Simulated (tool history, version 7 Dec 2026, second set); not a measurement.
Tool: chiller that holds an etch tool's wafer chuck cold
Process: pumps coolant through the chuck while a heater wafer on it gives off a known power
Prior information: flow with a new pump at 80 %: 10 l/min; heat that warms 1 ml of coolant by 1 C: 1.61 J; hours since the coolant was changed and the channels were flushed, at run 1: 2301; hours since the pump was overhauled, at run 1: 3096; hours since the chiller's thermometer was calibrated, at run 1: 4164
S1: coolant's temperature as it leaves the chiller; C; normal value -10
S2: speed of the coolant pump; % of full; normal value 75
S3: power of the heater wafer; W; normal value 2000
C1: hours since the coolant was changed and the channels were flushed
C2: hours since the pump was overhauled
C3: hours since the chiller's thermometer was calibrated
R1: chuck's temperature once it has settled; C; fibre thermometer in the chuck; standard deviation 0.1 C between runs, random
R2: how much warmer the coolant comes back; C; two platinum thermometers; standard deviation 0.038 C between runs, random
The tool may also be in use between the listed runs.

run    hour   S1  S2    S3    C1    C2    C3    R1     R2
  1       0  -10  75  2000  2301  3096  4164   6.3   9.03
  2    70.8  -10  91  2000  2372  3167  4235   3.2   7.28
  3   146.2  -10  91  2000  2447  3242  4310   3.2    7.3
  4   193.6  -10  91  2000  2494  3290  4358   3.4   7.28
  5   261.5  -10  91  2000  2562  3358  4425   3.3   7.29
  6   313.5  -10  75  2000  2614  3410  4477   6.3   9.21
  7   346.1  -10  75  2000  2647  3442  4510   6.5   9.11
  8   405.5  -10  75  2000  2706  3501  4569   6.7   9.23
  9   479.9  -10  75  2000  2781  3576  4644   6.7   9.15
 10   519.7  -10  75  2000  2820  3616  4684   6.5   9.26
 11   558.8  -10  75  2000  2860  3655  4723   6.6   9.24
 12   598.6  -12  75  2000  2899  3695  4762   4.7   9.24
 13   648.5  -12  75  2000  2949  3745  4812   4.6   9.29
 14   722.1  -10  91  2000  3023  3818  4886   3.8   7.48
 15   763.1  -10  91  2000  3064  3859  4927   3.8   7.51
 16   825.3  -19  99  1473  3126  3921  4989  -9.9   5.01
 17   869.2  -19  89  1473  3170  3965  5033  -8.9   5.68
 18   929.2  -19  89  1473  3230  4025  5093    -9   5.72
 19  1003.8  -19  89  1473  3305  4100  5168    -9   5.74
 20    1062  -15  74  2304  3363  4158  5226   4.9  11.03
 21  1114.3  -15  74  2304  3415  4210  5278   5.1  11.15
 22  1169.5  -15  74  2304  3470  4265  5333     5   11.1
 23  1225.1   -4  74  2304  3526  4321  5389  16.1  11.22
 24  1282.5   -4  74  2304  3583  4378  5446  16.2  11.25
 25    1320  -18  64  1161  3621  4416  5484  -6.6   6.68
 26    1363  -18  64  1161  3664  4459  5527  -6.7   6.72

Results per run with the tool's hidden condition removed, run-to-run variation unchanged:
Unlogged tool condition in this case: heat passed by the chuck's channels, % of clean ones'; flow at a given pump speed, % of a new pump's; coolant's true temperature over the reading, C; drift of the gauge itself on chuck_c, C; drift of the gauge itself on warmer_back_c, C.
run     R1    R2
  1    4.8  7.99
  2      2  6.42
  3      2  6.42
  4    2.1  6.39
  5      2  6.38
  6    4.6  8.05
  7    4.7  7.94
  8    4.9  8.04
  9    4.8  7.93
 10    4.6  8.01
 11    4.7  7.98
 12    2.8  7.96
 13    2.5  7.99
 14    2.2  6.42
 15    2.2  6.43
 16  -10.7  4.27
 17   -9.9  4.84
 18  -10.1  4.86
 19  -10.1  4.86
 20      2  9.32
 21    2.2   9.4
 22      2  9.33
 23   13.1  9.43
 24   13.1  9.42
 25     -8  5.58
 26   -8.2   5.6
